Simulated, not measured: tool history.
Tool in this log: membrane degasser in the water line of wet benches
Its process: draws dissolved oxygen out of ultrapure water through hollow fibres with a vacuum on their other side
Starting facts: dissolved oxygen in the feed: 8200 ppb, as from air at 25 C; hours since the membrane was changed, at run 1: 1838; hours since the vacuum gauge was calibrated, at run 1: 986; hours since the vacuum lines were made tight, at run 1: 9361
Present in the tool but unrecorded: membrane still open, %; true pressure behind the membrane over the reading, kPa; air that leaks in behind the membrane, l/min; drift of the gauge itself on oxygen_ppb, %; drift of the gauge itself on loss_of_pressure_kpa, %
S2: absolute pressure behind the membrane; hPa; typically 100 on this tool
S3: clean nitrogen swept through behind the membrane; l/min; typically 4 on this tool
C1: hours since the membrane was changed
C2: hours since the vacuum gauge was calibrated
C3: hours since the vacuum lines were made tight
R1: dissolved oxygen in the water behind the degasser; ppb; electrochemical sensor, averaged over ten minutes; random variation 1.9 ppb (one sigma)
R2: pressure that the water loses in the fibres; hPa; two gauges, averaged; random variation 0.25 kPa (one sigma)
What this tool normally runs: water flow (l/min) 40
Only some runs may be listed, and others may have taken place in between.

run 1 hour=0 | water_flow_(l/min)=40 S2=100 S3=4 | C1=1838 C2=986 C3=9361 | R1=187 R2=672.9
run 2 hour=95 | water_flow_(l/min)=40 S2=100 S3=9.08 | C1=1933 C2=1081 C3=9456 | R1=101.8 R2=671.5
run 3 hour=264.1 | water_flow_(l/min)=40 S2=100 S3=4 | C1=2102 C2=1250 C3=9625 | R1=186.3 R2=673.6
run 4 hour=450.1 | water_flow_(l/min)=40 S2=100 S3=4 | C1=2288 C2=1436 C3=9811 | R1=184.8 R2=674.4
run 5 hour=567.1 | water_flow_(l/min)=40 S2=100 S3=4 | C1=2405 C2=1553 C3=9928 | R1=185.8 R2=672.1
run 6 hour=720.5 | water_flow_(l/min)=40 S2=100 S3=4 | C1=2558 C2=1707 C3=10081 | R1=182.1 R2=670.2
run 7 hour=856.6 | water_flow_(l/min)=27 S2=158 S3=11.9 | C1=2694 C2=1843 C3=10217 | R1=74.7 R2=453.9

The next listed run, before its measurement:
run 8 hour=961.1 | water_flow_(l/min)=27 S2=100 S3=5.59 | C1=2799 C2=1948 C3=10322 | R1=? R2=?

Run 8 measured R1 85.3 ppb, R2 453.8 hPa.
With the hidden condition absent and the run-to-run variation left alone, this run would have shown R1 85.2 ppb, R2 453.6 hPa.
